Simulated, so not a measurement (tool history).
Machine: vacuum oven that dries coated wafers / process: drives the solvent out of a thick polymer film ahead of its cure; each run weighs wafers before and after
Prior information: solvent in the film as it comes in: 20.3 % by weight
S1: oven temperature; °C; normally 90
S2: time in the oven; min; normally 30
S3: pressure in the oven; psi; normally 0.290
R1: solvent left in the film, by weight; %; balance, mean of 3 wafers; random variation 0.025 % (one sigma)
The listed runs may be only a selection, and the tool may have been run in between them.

Run 1, day 0.000: usual settings. Result: R1 3.07 %.
Run 2, day 3.092: usual settings but S2 27 min. Result: R1 3.30 %.
Run 3, day 5.475: usual settings but S2 27 min. Result: R1 3.34 %.
Run 4, day 8.488: usual settings but S2 27 min. Result: R1 3.30 %.
Run 5, day 11.358: usual settings but S2 27 min. Result: R1 3.26 %.
Run 6, day 14.762: usual settings. Result: R1 2.97 %.
Run 7, day 16.642: usual settings but S3 0.396 psi. Result: R1 3.57 %.
Run 8, day 19.529: usual settings but S3 0.396 psi. Result: R1 3.54 %.
Run 9, day 22.667: usual settings but S3 0.396 psi. Result: R1 3.59 %.
Run 10, day 25.375: usual settings but S3 1.025 psi. Result: R1 6.98 %.
Run 11, day 27.708: usual settings. Result: R1 2.96 %.
Run 12, day 29.308: usual settings but S3 0.541 psi. Result: R1 4.37 %.
Run 13, day 30.746: usual settings but S3 0.541 psi. Result: R1 4.33 %.
Run 14, day 33.517: usual settings but S3 0.541 psi. Result: R1 4.29 %.
Run 15, day 35.142: usual settings but S3 0.541 psi. Result: R1 4.30 %.
Run 16, day 37.438: usual settings but S3 0.541 psi. Result: R1 4.32 %.
At day 38.096: oven's thermocouples calibrated.
Run 17, day 39.029: usual settings but S3 0.541 psi. Result: R1 5.28 %.
At day 40.017: vacuum gauge cleaned of residue and calibrated.
Run 18, day 42.333: usual settings but S1 97 °C. Result: R1 1.71 %.
Run 19, day 44.446: usual settings but S1 97 °C. Result: R1 1.71 %.
Run 20, day 47.008: usual settings but S3 0.583 psi. Result: R1 4.84 %.
Run 21, day 50.292: usual settings but S2 18 min, S3 0.583 psi. Result: R1 6.75 %.
Run 22, day 52.558: usual settings. Result: R1 3.04 %.
Run 23, day 55.250: usual settings but S1 97 °C, S3 0.496 psi. Result: R1 2.72 %.
Run 24, day 57.567: usual settings but S1 102 °C, S2 29 min. Result: R1 1.35 %.
Run 25, day 60.158: usual settings but S1 102 °C, S2 29 min. Result: R1 1.30 %.
Run 26, day 62.467: usual settings but S2 15 min. Result: R1 6.08 %.
Run 27, day 65.071: usual settings but S2 15 min. Result: R1 5.95 %.
Run 28, day 67.300: usual settings but S2 15 min. Result: R1 5.98 %.
Run 29, day 69.404: usual settings but S1 92 °C, S2 21 min. Result: R1 3.63 %.
Run 30, day 71.917: usual settings but S1 92 °C, S2 21 min. Result: R1 3.61 %.
Run 31, day 74.433: usual settings but S2 26 min, S3 0.280 psi. Result: R1 3.39 %.
Run 32, day 76.833: usual settings but S2 26 min, S3 0.280 psi. Result: R1 3.36 %.
Run 33, day 79.638: usual settings but S1 87 °C, S2 31 min, S3 0.647 psi. Result: R1 6.02 %.
Run 34, day 81.833: usual settings but S1 84 °C, S2 52 min, S3 0.647 psi. Result: R1 5.79 %.
Run 35, day 84.946: usual settings but S1 83 °C, S3 0.812 psi. Result: R1 8.83 %.
Run 36, day 87.467: usual settings but S1 83 °C, S3 0.148 psi. Result: R1 4.35 %.
Run 37, day 89.162: usual settings but S3 0.779 psi. Result: R1 5.67 %.
Run 38, day 91.788: usual settings but S3 0.779 psi. Result: R1 5.73 %.
Run 39, day 93.504: usual settings but S1 89 °C, S3 0.779 psi. Result: R1 5.98 %.
Run 40, day 95.733: usual settings but S1 89 °C, S3 0.779 psi. Result: R1 5.97 %.
Run 41, day 98.679: usual settings but S2 25 min. Result: R1 3.46 %.
Run 42, day 101.262: usual settings but S2 22 min, S3 0.226 psi. Result: R1 3.51 %.
Run 43, day 103.633: usual settings but S2 22 min, S3 0.226 psi. Result: R1 3.50 %.
Run 44, day 105.079: usual settings but S1 76 °C. Result: R1 8.27 %.

Forecast each of these 3 alternatives for the next run:
Run A, day 107.475: usual settings but S1 86 °C, S2 19 min, S3 0.847 psi. Result: R1 ?.
Run B, day 107.475: usual settings but S1 76 °C, S2 45 min, S3 1.147 psi. Result: R1 ?.
Run C, day 107.475: usual settings but S1 91 °C, S2 15 min, S3 0.165 psi. Result: R1 ?.

run     R1
  A   9.01
  B  13.43
  C   4.50
With no hidden state in the tool, these same runs would have given:
run     R1
  A   9.75
  B  14.20
  C   5.12

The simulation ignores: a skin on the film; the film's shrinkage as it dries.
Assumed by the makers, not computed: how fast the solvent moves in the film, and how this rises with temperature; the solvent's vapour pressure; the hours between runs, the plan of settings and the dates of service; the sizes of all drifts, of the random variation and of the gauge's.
